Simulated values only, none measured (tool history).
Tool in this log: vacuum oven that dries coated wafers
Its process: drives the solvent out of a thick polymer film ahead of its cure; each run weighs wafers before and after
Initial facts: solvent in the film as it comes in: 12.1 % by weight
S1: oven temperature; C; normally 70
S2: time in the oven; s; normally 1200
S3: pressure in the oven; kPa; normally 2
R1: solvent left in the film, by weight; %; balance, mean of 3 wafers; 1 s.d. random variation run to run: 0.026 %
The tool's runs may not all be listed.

run    hour  S1    S2    S3    R1
  1       0  70  1200     2   1.9
  2    37.1  70  1200     2  1.94
  3    71.6  70  1200     2  1.96
  4   110.9  70  1200     2  1.95
  5   148.4  70  1200     2  1.93
  6   177.7  70  2040     2  1.34
  7   221.7  70  2040     2   1.3
  8   268.2  70  2040     2  1.36
  9   311.3  78  2040     2  0.85
 10     352  78  2040     2  0.83
 11   391.3  78  2040     2  0.88
 12     439  78  2040     2  0.83
 13   461.1  78  2040     2  0.87
 14   505.3  78  2040     2  0.86
 15   546.3  78  2040     2  0.91
 16   581.5  70  1620     2  1.55
 17   619.3  70  1620     2  1.63
 18     669  70  1620     2  1.57
 19   699.1  70  1620     2  1.59
 20   720.8  70  1620     2   1.6
 21   748.7  70  1500     2   1.7
 22   780.6  70  1200  1.89     2
 23   816.2  70  1200  1.89  2.02
 24   841.7  70  1200  1.89  1.98
 25   873.3  70  1020  1.33  2.11
 26   910.6  70  1020  1.33  2.12
 27   935.6  77   960  4.87  2.45
 28   985.8  77   960  4.87  2.47
 29  1013.2  77   960  4.87  2.45
 30    1062  77   960  4.87  2.42
 31    1102  66  1500  1.31  2.04
 32  1146.2  66   600     2  5.05
 33  1178.5  71   960  1.81  2.36
 34  1214.7  71   960  1.81   2.4
 35  1262.9  71   960  1.81  2.36
 36  1292.6  84  1200     2  0.73
 37  1337.1  84  1200     2  0.75
 38  1379.1  70   600  6.56  5.94
 39  1412.5  74   900  4.36  3.05
 40  1440.8  74   720  1.26  2.28
 41  1464.4  58   720  2.48  6.98
 42  1493.2  68   900  3.02  3.91
 43  1528.5  83   840     2  0.97
 44    1552  70  1200  1.29  1.89
 45  1586.3  70   660  3.97  4.65
 46  1613.4  62  1200  2.33  4.43

The log once held 1 entry between its listed runs, left out of this copy. Where does each go, and what is different about the tool's unlogged condition between the listed run before it and the listed run after it?
From run 32 to run 33: oven's thermocouples calibrated (hour 1164.7)
  true wafer temperature over the reading, C: 0.12 -> -0.17; true pressure over the reading, kPa: 0.376 -> 0.381
  the result without the hidden state subtracted from the measured one, R1: +0.13 -> +0.2 %
